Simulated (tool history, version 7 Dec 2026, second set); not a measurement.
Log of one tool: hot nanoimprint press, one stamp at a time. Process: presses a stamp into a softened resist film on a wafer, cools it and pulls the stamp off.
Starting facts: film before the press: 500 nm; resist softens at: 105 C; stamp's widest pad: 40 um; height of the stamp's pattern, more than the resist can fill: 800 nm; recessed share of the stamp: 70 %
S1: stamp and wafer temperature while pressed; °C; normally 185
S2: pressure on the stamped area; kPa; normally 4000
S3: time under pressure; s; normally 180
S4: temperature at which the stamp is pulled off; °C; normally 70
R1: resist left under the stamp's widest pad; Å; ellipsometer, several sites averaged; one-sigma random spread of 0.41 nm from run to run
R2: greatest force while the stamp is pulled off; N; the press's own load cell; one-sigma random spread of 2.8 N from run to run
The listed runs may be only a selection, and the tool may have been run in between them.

run     day   S1    S2   S3  S4    R1   R2
  1   0.000  185  4000  180  70  1820  136
  2   1.146  185  4000  205  70  1720  131
      2.896  -- stamp cleaned and given a new release coat
  3   2.896  185  4000  205  70  1729  133
  4   4.546  185  4000  205  70  1725  131
  5   5.600  185  4000  205  76  1720  115
  6   6.983  185  4000  205  76  1725  120
  7   8.067  185  4000  180  70  1818  133
  8   9.179  185  4000  180  70  1826  130
      9.488  -- plate thermocouple calibrated
  9  11.408  185  4000  180  70  1831  123
 10  12.375  185  4080  180  70  1809  131
 11  14.617  185  4000  180  70  1829  140
 12  15.688  185  4000  180  70  1833  129
 13  17.533  185  4000  175  70  1853  126
     18.129  -- stamp cleaned and given a new release coat
 14  19.688  174  4000  180  70  2913  128

For run 15, what comes out?
 15  21.600  178  4000  180  70   ?   ?

For run 15 the tool returned R1 2479 Å, R2 130 N.
Minus the tool's unlogged condition, the same run would have read R1 2464 Å, R2 130 N.

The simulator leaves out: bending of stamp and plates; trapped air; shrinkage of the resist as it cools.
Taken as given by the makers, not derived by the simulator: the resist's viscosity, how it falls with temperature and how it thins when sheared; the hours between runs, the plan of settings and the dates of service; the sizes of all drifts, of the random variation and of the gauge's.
